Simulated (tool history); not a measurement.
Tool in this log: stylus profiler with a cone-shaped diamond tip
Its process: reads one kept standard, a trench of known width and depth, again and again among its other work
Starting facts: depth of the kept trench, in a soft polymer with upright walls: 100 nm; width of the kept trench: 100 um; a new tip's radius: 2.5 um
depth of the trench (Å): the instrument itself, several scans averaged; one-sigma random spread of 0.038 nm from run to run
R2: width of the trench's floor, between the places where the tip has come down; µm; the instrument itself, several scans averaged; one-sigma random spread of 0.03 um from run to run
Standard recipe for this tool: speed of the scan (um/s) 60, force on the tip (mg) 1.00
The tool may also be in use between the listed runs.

{"run": 1, "day": 0.0, "speed of the scan (um/s)": 60, "force on the tip (mg)": 1.0, "depth of the trench (Å)": 1006.4, "R2": 97.99}
{"run": 2, "day": 1.871, "speed of the scan (um/s)": 229, "force on the tip (mg)": 1.0, "depth of the trench (Å)": 1006.0, "R2": 96.75}
{"run": 3, "day": 3.779, "speed of the scan (um/s)": 229, "force on the tip (mg)": 1.0, "depth of the trench (Å)": 1005.9, "R2": 96.75}
{"run": 4, "day": 5.704, "speed of the scan (um/s)": 28, "force on the tip (mg)": 1.0, "depth of the trench (Å)": 1006.2, "R2": 98.22}
{"run": 5, "day": 7.771, "speed of the scan (um/s)": 60, "force on the tip (mg)": 0.88, "depth of the trench (Å)": 1005.9, "R2": 97.91}
{"run": 6, "day": 9.533, "speed of the scan (um/s)": 60, "force on the tip (mg)": 0.88, "depth of the trench (Å)": 1006.8, "R2": 97.89}
{"run": 7, "day": 11.325, "speed of the scan (um/s)": 60, "force on the tip (mg)": 0.36, "depth of the trench (Å)": 1004.8, "R2": 97.63}
{"run": 8, "day": 12.308, "speed of the scan (um/s)": 74, "force on the tip (mg)": 1.0, "depth of the trench (Å)": 1007.0, "R2": 97.81}
{"run": 9, "day": 13.796, "speed of the scan (um/s)": 74, "force on the tip (mg)": 1.0, "depth of the trench (Å)": 1007.4, "R2": 97.72}
{"run": 10, "day": 14.812, "speed of the scan (um/s)": 60, "force on the tip (mg)": 1.0, "depth of the trench (Å)": 1007.3, "R2": 97.86}
{"run": 11, "day": 16.35, "speed of the scan (um/s)": 60, "force on the tip (mg)": 1.0, "depth of the trench (Å)": 1007.8, "R2": 97.88}
{"run": 12, "day": 18.042, "speed of the scan (um/s)": 60, "force on the tip (mg)": 0.87, "depth of the trench (Å)": 1006.5, "R2": 97.84}
{"run": 13, "day": 19.921, "speed of the scan (um/s)": 60, "force on the tip (mg)": 1.0, "depth of the trench (Å)": 1007.2, "R2": 97.83}
{"run": 14, "day": 21.138, "speed of the scan (um/s)": 60, "force on the tip (mg)": 2.45, "depth of the trench (Å)": 1010.8, "R2": 97.94}
{"run": 15, "day": 23.008, "speed of the scan (um/s)": 60, "force on the tip (mg)": 2.45, "depth of the trench (Å)": 1011.8, "R2": 97.97}
{"run": 16, "day": 24.129, "speed of the scan (um/s)": 209, "force on the tip (mg)": 1.0, "depth of the trench (Å)": 1007.8, "R2": 96.75}
{"run": 17, "day": 25.833, "speed of the scan (um/s)": 209, "force on the tip (mg)": 1.0, "depth of the trench (Å)": 1007.6, "R2": 96.71}
{"run": 18, "day": 27.0, "speed of the scan (um/s)": 209, "force on the tip (mg)": 1.0, "depth of the trench (Å)": 1008.5, "R2": 96.73}
{"run": 19, "day": 28.479, "speed of the scan (um/s)": 60, "force on the tip (mg)": 0.85, "depth of the trench (Å)": 1008.1, "R2": 97.77}
{"run": 20, "day": 30.312, "speed of the scan (um/s)": 151, "force on the tip (mg)": 1.0, "depth of the trench (Å)": 1008.3, "R2": 97.15}
{"run": 21, "day": 31.933, "speed of the scan (um/s)": 151, "force on the tip (mg)": 1.0, "depth of the trench (Å)": 1007.7, "R2": 97.11}
{"run": 22, "day": 32.9, "speed of the scan (um/s)": 60, "force on the tip (mg)": 1.01, "depth of the trench (Å)": 1008.2, "R2": 97.75}
{"run": 23, "day": 34.625, "speed of the scan (um/s)": 60, "force on the tip (mg)": 1.01, "depth of the trench (Å)": 1008.6, "R2": 97.7}
{"run": 24, "day": 36.692, "speed of the scan (um/s)": 21, "force on the tip (mg)": 2.26, "depth of the trench (Å)": 1012.2, "R2": 98.1}
{"run": 25, "day": 37.812, "speed of the scan (um/s)": 21, "force on the tip (mg)": 2.26, "depth of the trench (Å)": 1012.1, "R2": 98.09}
{"run": 26, "day": 39.925, "speed of the scan (um/s)": 59, "force on the tip (mg)": 0.96, "depth of the trench (Å)": 1009.2, "R2": 97.69}
{"run": 27, "day": 41.992, "speed of the scan (um/s)": 81, "force on the tip (mg)": 0.37, "depth of the trench (Å)": 1006.9, "R2": 97.17}
{"run": 28, "day": 43.625, "speed of the scan (um/s)": 81, "force on the tip (mg)": 0.37, "depth of the trench (Å)": 1007.4, "R2": 97.13}
{"run": 29, "day": 45.217, "speed of the scan (um/s)": 125, "force on the tip (mg)": 0.55, "depth of the trench (Å)": 1007.8, "R2": 96.93}
{"run": 30, "day": 47.204, "speed of the scan (um/s)": 125, "force on the tip (mg)": 0.55, "depth of the trench (Å)": 1008.1, "R2": 96.84}
{"run": 31, "day": 49.075, "speed of the scan (um/s)": 125, "force on the tip (mg)": 0.55, "depth of the trench (Å)": 1007.6, "R2": 96.89}

Forecast run 32:
{"run": 32, "day": 49.979, "speed of the scan (um/s)": 240, "force on the tip (mg)": 2.63, "depth of the trench (Å)": "?", "R2": "?"}

Run 32 came out at depth of the trench (Å) 1014.1, R2 97.01 µm.
Minus the tool's unlogged condition, the same run would have read depth of the trench (Å) 1009.3, R2 97.54 µm.
